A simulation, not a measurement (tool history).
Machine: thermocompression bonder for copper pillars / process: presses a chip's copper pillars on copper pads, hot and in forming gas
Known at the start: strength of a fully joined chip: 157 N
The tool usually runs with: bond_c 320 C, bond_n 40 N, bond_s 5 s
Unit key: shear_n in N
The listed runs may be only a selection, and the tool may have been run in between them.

| run | hour | bond_c | bond_n | bond_s | shear_n |
|---|---|---|---|---|---|
| 1 | 0.0 | 320 | 40 | 5 | 54.8 |
| 2 | 7.7 | 320 | 33 | 5 | 49.3 |
| 3 | 15.1 | 320 | 33 | 5 | 49.6 |
| 4 | 26.7 | 320 | 33 | 5 | 48.2 |
| 5 | 33.7 | 320 | 33 | 5 | 48.6 |
| 6 | 43.2 | 320 | 40 | 5 | 54.6 |
| 7 | 48.7 | 320 | 40 | 5 | 54.5 |
| 8 | 56.0 | 320 | 40 | 5 | 54.9 |
| 9 | 62.9 | 320 | 40 | 5 | 53.4 |
| 10 | 70.2 | 309 | 40 | 5 | 47.2 |
| 11 | 82.0 | 320 | 40 | 5 | 54.7 |
| 12 | 93.6 | 320 | 40 | 5 | 54.9 |
| 13 | 104.4 | 318 | 40 | 5 | 53.3 |
| 14 | 113.4 | 320 | 40 | 5 | 54.9 |
| 15 | 120.4 | 299 | 40 | 5 | 41.4 |
| 16 | 132.0 | 299 | 40 | 5 | 40.9 |
| 17 | 141.0 | 304 | 40 | 5 | 44.3 |
| 18 | 154.0 | 320 | 55 | 5 | 64.1 |
| 19 | 166.4 | 320 | 55 | 5 | 64.8 |
| 20 | 174.4 | 314 | 37 | 4 | 44.2 |
| 21 | 180.8 | 320 | 31 | 6 | 51.4 |
| 22 | 193.4 | 345 | 31 | 3 | 51.4 |
| 23 | 201.6 | 345 | 31 | 3 | 52.4 |
| 24 | 207.5 | 334 | 51 | 3 | 59.3 |
| 25 | 214.3 | 294 | 51 | 3 | 35.6 |
| 26 | 222.6 | 294 | 29 | 5 | 31.3 |
| 27 | 228.6 | 294 | 29 | 5 | 31.0 |
| 28 | 242.7 | 294 | 29 | 5 | 30.2 |
| 29 | 251.8 | 298 | 35 | 14 | 55.5 |
| 30 | 259.6 | 303 | 33 | 5 | 37.1 |
| 31 | 265.5 | 320 | 35 | 5 | 49.1 |
| 32 | 278.5 | 320 | 35 | 5 | 48.9 |
| 33 | 284.0 | 320 | 35 | 12 | 69.6 |
| 34 | 294.2 | 320 | 35 | 4 | 45.1 |
| 35 | 304.0 | 320 | 26 | 4 | 39.2 |
| 36 | 316.8 | 320 | 40 | 3 | 44.0 |
| 37 | 328.9 | 320 | 37 | 11 | 70.9 |

Removed from this log: 3 entries logged between the listed runs. Between which two listed runs does each belong, and how does the tool's hidden state at the listed run before it compare with that at the listed run after it?
Between runs 25 and 26: heater calibrated with a thermocouple chip (hour 217.3)
  true temperature of the bond over the reading, C: 1.8 -> 2.2; oxide that the forming gas leaves, % of the face: 3.01 -> 3.04
  measured result minus the result with no hidden state, shear_n: -0.1 -> +0.0 N
Between runs 27 and 28: heater calibrated with a thermocouple chip, once more (hour 239.9)
  true temperature of the bond over the reading, C: 2.3 -> -0.4; oxide that the forming gas leaves, % of the face: 3.07 -> 3.13
  measured result minus the result with no hidden state, shear_n: +0.0 -> -1.3 N
Between runs 34 and 35: forming gas filter changed (hour 299.2)
  oxide that the forming gas leaves, % of the face: 3.38 -> 0.63
  measured result minus the result with no hidden state, shear_n: -1.9 -> -0.5 N

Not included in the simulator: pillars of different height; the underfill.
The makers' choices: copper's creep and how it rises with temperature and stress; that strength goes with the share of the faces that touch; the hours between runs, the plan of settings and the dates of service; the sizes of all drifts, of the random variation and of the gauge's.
